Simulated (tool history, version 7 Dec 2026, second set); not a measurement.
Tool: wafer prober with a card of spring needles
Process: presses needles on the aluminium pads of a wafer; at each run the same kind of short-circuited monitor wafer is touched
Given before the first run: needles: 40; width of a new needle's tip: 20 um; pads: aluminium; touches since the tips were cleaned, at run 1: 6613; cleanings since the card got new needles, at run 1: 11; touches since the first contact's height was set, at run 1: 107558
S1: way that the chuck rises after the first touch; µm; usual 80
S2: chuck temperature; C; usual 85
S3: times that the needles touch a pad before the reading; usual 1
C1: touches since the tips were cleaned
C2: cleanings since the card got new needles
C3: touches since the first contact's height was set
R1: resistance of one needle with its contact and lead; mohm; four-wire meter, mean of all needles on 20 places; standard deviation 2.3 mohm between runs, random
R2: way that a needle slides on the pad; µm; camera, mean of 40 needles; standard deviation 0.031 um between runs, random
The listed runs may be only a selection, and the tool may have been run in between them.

run 1 hour=0.0 | S1=80 S2=85 S3=1 | C1=6613 C2=11 C3=107558 | R1=259 R2=15.75
-- hour=2.3 tips cleaned on abrasive film
run 2 hour=13.9 | S1=80 S2=85 S3=1 | C1=5457 C2=12 C3=114071 | R1=257 R2=15.72
-- hour=18.7 tips cleaned on abrasive film
run 3 hour=22.3 | S1=80 S2=85 S3=1 | C1=1719 C2=13 C3=117958 | R1=261 R2=15.70
-- hour=35.1 tips cleaned on abrasive film
run 4 hour=35.7 | S1=80 S2=85 S3=2 | C1=290 C2=14 C3=124215 | R1=259 R2=15.76
run 5 hour=43.0 | S1=80 S2=89 S3=2 | C1=3714 C2=14 C3=127639 | R1=259 R2=15.71
run 6 hour=49.5 | S1=80 S2=85 S3=1 | C1=6758 C2=14 C3=130683 | R1=258 R2=15.73
-- hour=51.7 tips cleaned on abrasive film
run 7 hour=57.1 | S1=70 S2=85 S3=1 | C1=2547 C2=15 C3=134215 | R1=262 R2=13.72
run 8 hour=66.9 | S1=70 S2=85 S3=1 | C1=7158 C2=15 C3=138826 | R1=260 R2=13.64
-- hour=68.0 tips cleaned on abrasive film
run 9 hour=76.1 | S1=80 S2=86 S3=1 | C1=3773 C2=16 C3=143099 | R1=261 R2=15.64
-- hour=84.4 tips cleaned on abrasive film
run 10 hour=84.4 | S1=80 S2=86 S3=1 | C1=0 C2=17 C3=146978 | R1=257 R2=15.63
run 11 hour=95.9 | S1=80 S2=86 S3=1 | C1=5413 C2=17 C3=152391 | R1=260 R2=15.60
-- hour=101.5 tips cleaned on abrasive film
run 12 hour=104.2 | S1=75 S2=86 S3=1 | C1=1267 C2=18 C3=156249 | R1=258 R2=14.71
run 13 hour=111.5 | S1=80 S2=35 S3=2 | C1=4705 C2=18 C3=159687 | R1=247 R2=15.65
-- hour=117.8 tips cleaned on abrasive film
-- hour=118.1 height of the first contact set anew
run 14 hour=119.9 | S1=84 S2=30 S3=2 | C1=843 C2=19 C3=843 | R1=244 R2=16.34
run 15 hour=133.9 | S1=80 S2=63 S3=1 | C1=7464 C2=19 C3=7464 | R1=255 R2=15.64
-- hour=135.3 tips cleaned on abrasive film
run 16 hour=146.9 | S1=80 S2=63 S3=1 | C1=5453 C2=20 C3=13515 | R1=253 R2=15.60
-- hour=151.8 tips cleaned on abrasive film
run 17 hour=156.3 | S1=80 S2=63 S3=1 | C1=2144 C2=21 C3=17897 | R1=256 R2=15.61
-- hour=168.5 tips cleaned on abrasive film
run 18 hour=169.9 | S1=74 S2=93 S3=1 | C1=675 C2=22 C3=24245 | R1=262 R2=14.45

5 ways to go on from here, each from the tool as it stands after run 18. What would each give?
run A hour=178.9 | S1=74 S2=51 S3=1 | C1=4878 C2=22 C3=28448 | R1=? R2=?
run B hour=178.9 | S1=87 S2=79 S3=1 | C1=4878 C2=22 C3=28448 | R1=? R2=?
run C hour=178.9 | S1=74 S2=93 S3=2 | C1=4878 C2=22 C3=28448 | R1=? R2=?
run D hour=178.9 | S1=61 S2=85 S3=1 | C1=4878 C2=22 C3=28448 | R1=? R2=?
run E hour=178.9 | S1=61 S2=42 S3=1 | C1=4878 C2=22 C3=28448 | R1=? R2=?

run=A R1=248 R2=14.41
run=B R1=253 R2=16.93
run=C R1=263 R2=14.44
run=D R1=261 R2=11.92
run=E R1=248 R2=11.87
With the hidden condition removed and each run's random variation left untouched, the same runs would have given:
run=A R1=247 R2=14.52
run=B R1=252 R2=17.06
run=C R1=262 R2=14.55
run=D R1=260 R2=12.01
run=E R1=247 R2=11.96
